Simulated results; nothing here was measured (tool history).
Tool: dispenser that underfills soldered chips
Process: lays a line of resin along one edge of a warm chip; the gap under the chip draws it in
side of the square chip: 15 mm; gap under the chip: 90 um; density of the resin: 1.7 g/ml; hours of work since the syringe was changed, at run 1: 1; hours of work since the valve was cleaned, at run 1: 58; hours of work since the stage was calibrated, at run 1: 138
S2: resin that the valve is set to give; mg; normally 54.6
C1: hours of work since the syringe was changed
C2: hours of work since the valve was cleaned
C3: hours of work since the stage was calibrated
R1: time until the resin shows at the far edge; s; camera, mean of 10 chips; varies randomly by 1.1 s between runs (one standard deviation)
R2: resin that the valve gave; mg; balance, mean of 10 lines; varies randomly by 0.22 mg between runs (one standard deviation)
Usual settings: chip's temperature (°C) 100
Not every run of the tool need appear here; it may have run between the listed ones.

Run 1, hour 0.0: usual settings; C1 1; C2 58; C3 138. Result: R1 116.5 s, R2 52.62 mg.
Run 2, hour 9.2: usual settings; C1 7; C2 64; C3 144. Result: R1 142.0 s, R2 52.71 mg.
At hour 15.9: new syringe of resin.
Run 3, hour 16.4: usual settings; C1 0; C2 69; C3 149. Result: R1 110.2 s, R2 52.57 mg.
Run 4, hour 25.7: usual settings; C1 6; C2 75; C3 155. Result: R1 138.6 s, R2 52.63 mg.
At hour 33.4: new syringe of resin.
Run 5, hour 33.8: usual settings but chip's temperature (°C) 91; C1 0; C2 80; C3 160. Result: R1 152.1 s, R2 52.09 mg.
Run 6, hour 42.8: usual settings; C1 6; C2 86; C3 166. Result: R1 139.6 s, R2 51.95 mg.
At hour 50.4: new syringe of resin.
Run 7, hour 51.0: usual settings; C1 0; C2 91; C3 171. Result: R1 113.5 s, R2 51.74 mg.
Run 8, hour 60.9: usual settings; C1 7; C2 98; C3 178. Result: R1 144.3 s, R2 51.95 mg.
At hour 68.1: new syringe of resin.
Run 9, hour 69.9: usual settings; C1 1; C2 103; C3 183. Result: R1 119.9 s, R2 51.48 mg.
Run 10, hour 78.1: usual settings but chip's temperature (°C) 104; C1 7; C2 109; C3 189. Result: R1 129.0 s, R2 51.13 mg.
Run 11, hour 83.4: usual settings but chip's temperature (°C) 104; C1 10; C2 112; C3 192. Result: R1 147.5 s, R2 51.32 mg.
At hour 85.4: new syringe of resin.
Run 12, hour 89.1: usual settings but chip's temperature (°C) 104; C1 2; C2 116; C3 196. Result: R1 109.4 s, R2 51.47 mg.
Run 13, hour 94.5: usual settings but chip's temperature (°C) 104; C1 6; C2 119; C3 199. Result: R1 121.0 s, R2 51.02 mg.
At hour 96.9: dispensing valve cleaned and set on the balance.
Run 14, hour 100.6: usual settings but chip's temperature (°C) 104; C1 9; C2 2; C3 203. Result: R1 135.0 s, R2 54.46 mg.
At hour 103.5: new syringe of resin.
Run 15, hour 108.8: usual settings but chip's temperature (°C) 104; C1 3; C2 8; C3 208. Result: R1 109.2 s, R2 54.69 mg.
Run 16, hour 115.7: usual settings; C1 8; C2 12; C3 212. Result: R1 151.3 s, R2 54.17 mg.
At hour 121.0: new syringe of resin.
Run 17, hour 124.6: usual settings; C1 2; C2 18; C3 218. Result: R1 125.7 s, R2 53.80 mg.
Run 18, hour 133.9: usual settings; C1 8; C2 24; C3 224. Result: R1 160.6 s, R2 53.67 mg.
At hour 138.6: new syringe of resin.
Run 19, hour 139.6: usual settings but chip's temperature (°C) 109, S2 68.2 mg; C1 1; C2 27; C3 228. Result: R1 87.0 s, R2 67.56 mg.
Run 20, hour 149.4: usual settings but chip's temperature (°C) 109, S2 68.2 mg; C1 7; C2 34; C3 234. Result: R1 109.0 s, R2 66.60 mg.
At hour 156.0: new syringe of resin.
Run 21, hour 157.4: usual settings but chip's temperature (°C) 110, S2 63.4 mg; C1 1; C2 39; C3 239. Result: R1 84.7 s, R2 62.23 mg.
Run 22, hour 167.4: usual settings but chip's temperature (°C) 102, S2 59.0 mg; C1 7; C2 46; C3 246. Result: R1 139.6 s, R2 57.44 mg.
At hour 173.5: new syringe of resin.
Run 23, hour 175.1: usual settings but chip's temperature (°C) 107, S2 57.8 mg; C1 1; C2 50; C3 251. Result: R1 93.6 s, R2 56.04 mg.
Run 24, hour 185.3: usual settings but chip's temperature (°C) 107, S2 57.8 mg; C1 8; C2 57; C3 257. Result: R1 121.5 s, R2 55.87 mg.
At hour 190.7: new syringe of resin.
Run 25, hour 191.5: usual settings but chip's temperature (°C) 112, S2 50.7 mg; C1 0; C2 61; C3 261. Result: R1 81.5 s, R2 49.12 mg.
Run 26, hour 197.6: usual settings but chip's temperature (°C) 104, S2 59.4 mg; C1 5; C2 65; C3 265. Result: R1 115.8 s, R2 57.30 mg.
Run 27, hour 205.2: usual settings but chip's temperature (°C) 106, S2 69.0 mg; C1 10; C2 70; C3 270. Result: R1 131.7 s, R2 66.49 mg.
At hour 208.1: new syringe of resin.
Run 28, hour 210.0: usual settings but chip's temperature (°C) 85, S2 62.8 mg; C1 1; C2 73; C3 273. Result: R1 197.6 s, R2 60.18 mg.
Run 29, hour 214.5: usual settings but chip's temperature (°C) 95, S2 69.3 mg; C1 4; C2 76; C3 276. Result: R1 155.2 s, R2 66.71 mg.
Run 30, hour 223.0: usual settings but chip's temperature (°C) 97; C1 10; C2 81; C3 282. Result: R1 181.2 s, R2 52.20 mg.
At hour 225.4: new syringe of resin.
Run 31, hour 231.1: usual settings but chip's temperature (°C) 89, S2 47.6 mg; C1 4; C2 87; C3 287. Result: R1 200.8 s, R2 45.53 mg.
Run 32, hour 235.9: usual settings but chip's temperature (°C) 95, S2 69.4 mg; C1 7; C2 90; C3 290. Result: R1 170.3 s, R2 66.16 mg.
At hour 242.8: new syringe of resin.
Run 33, hour 246.4: usual settings but chip's temperature (°C) 92, S2 56.6 mg; C1 2; C2 96; C3 297. Result: R1 167.5 s, R2 53.58 mg.
Run 34, hour 254.2: usual settings but chip's temperature (°C) 107, S2 51.8 mg; C1 7; C2 102; C3 302. Result: R1 122.6 s, R2 48.67 mg.
At hour 260.0: new syringe of resin.
Run 35, hour 260.6: usual settings but chip's temperature (°C) 90, S2 54.2 mg; C1 0; C2 106; C3 306. Result: R1 163.1 s, R2 51.24 mg.
Run 36, hour 267.3: usual settings but chip's temperature (°C) 109, S2 64.4 mg; C1 5; C2 110; C3 310. Result: R1 102.1 s, R2 60.95 mg.

Per-run results on a tool with no hidden state, each run keeping its own random variation:
The hidden state here: resin's viscosity, % of fresh resin's; dose that the valve gives, % of what is set; true chip temperature over the reading, C; drift of the gauge itself on fill_s, %; drift of the gauge itself on given_mg, %.
run     R1     R2
  1  108.0  54.37
  2  105.6  54.65
  3  106.3  54.66
  4  107.0  54.91
  5  143.9  54.49
  6  106.6  54.55
  7  106.9  54.48
  8  107.1  54.90
  9  107.4  54.60
 10   95.2  54.42
 11   95.8  54.74
 12   95.6  55.02
 13   92.8  54.64
 14   92.7  54.51
 15   91.0  54.90
 16  106.9  54.51
 17  106.9  54.31
 18  109.2  54.36
 19   79.1  68.57
 20   78.5  67.83
 21   77.5  63.57
 22  100.1  58.90
 23   84.2  57.63
 24   85.6  57.67
 25   74.8  50.81
 26   91.8  59.40
 27   87.2  69.12
 28  174.5  62.66
 29  123.7  69.58
 30  117.3  54.63
 31  159.4  47.78
 32  121.9  69.55
 33  139.9  56.54
 34   85.2  51.52
 35  147.4  54.39
 36   79.6  64.84

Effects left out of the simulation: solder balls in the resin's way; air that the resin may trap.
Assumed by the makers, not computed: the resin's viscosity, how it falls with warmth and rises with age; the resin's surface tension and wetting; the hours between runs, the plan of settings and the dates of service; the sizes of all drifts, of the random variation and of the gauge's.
